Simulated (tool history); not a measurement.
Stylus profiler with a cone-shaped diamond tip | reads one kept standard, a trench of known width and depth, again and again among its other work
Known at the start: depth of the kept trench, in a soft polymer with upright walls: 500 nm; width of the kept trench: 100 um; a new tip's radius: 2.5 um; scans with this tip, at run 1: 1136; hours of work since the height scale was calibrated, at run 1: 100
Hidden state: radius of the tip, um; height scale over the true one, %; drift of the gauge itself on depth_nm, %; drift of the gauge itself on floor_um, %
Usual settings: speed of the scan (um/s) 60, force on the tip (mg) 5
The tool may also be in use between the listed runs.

run,hour,speed of the scan (um/s),force on the tip (mg),scans with this tip,hours of work since the height scale was calibrated,depth of the trench (angstrom),width of the trench's floor (µm)
1,0,60,5,1136,100,5132.2,96.64
2,20.4,60,5,1259,111,5129.6,96.61
3,48.8,60,5,1429,125,5131.6,96.6
4,66.2,60,2.75,1534,135,5087.5,96.54
5,94.1,60,2.75,1702,149,5087.6,96.49
6,121.5,60,2.75,1868,164,5090.8,96.45
7,139.8,60,2.75,1977,174,5090.2,96.48
8,164.5,60,5,2127,187,5132.6,96.5
9,176.9,60,5,2201,193,5134.6,96.5
10,200.6,60,5,2344,206,5131.5,96.49
11,213.2,60,5,2420,212,5132.9,96.43
12,240.6,60,14.33,2585,227,5268.2,96.51
13,258,209,5,2689,236,5134.1,95.81
14,272.5,209,5,2776,244,5133.1,95.82
15,294,209,5,2906,255,5132.7,95.81
16,307,209,5,2984,262,5131.5,95.78
17,333.3,209,5,3143,276,5130.7,95.72
18,355.2,209,5,3274,287,5133.6,95.75
19,373.9,60,5,3387,297,5134.3,96.39
20,401.1,60,5,3551,312,5137.2,96.35
21,428,67,5,3713,326,5135.1,96.28
22,441.8,67,10.37,3796,333,5216.4,96.37
23,466.6,60,5,3945,346,5134.2,96.29
24,490.4,47,5,4089,359,5135,96.3

Forecast run 25:
25,504.7,47,5,4174,366,?,?

depth of the trench (angstrom): 5136.5
width of the trench's floor (µm): 96.26
Without the tool's hidden state the same run would have given depth of the trench (angstrom) 5133, width of the trench's floor (µm) 96.76.
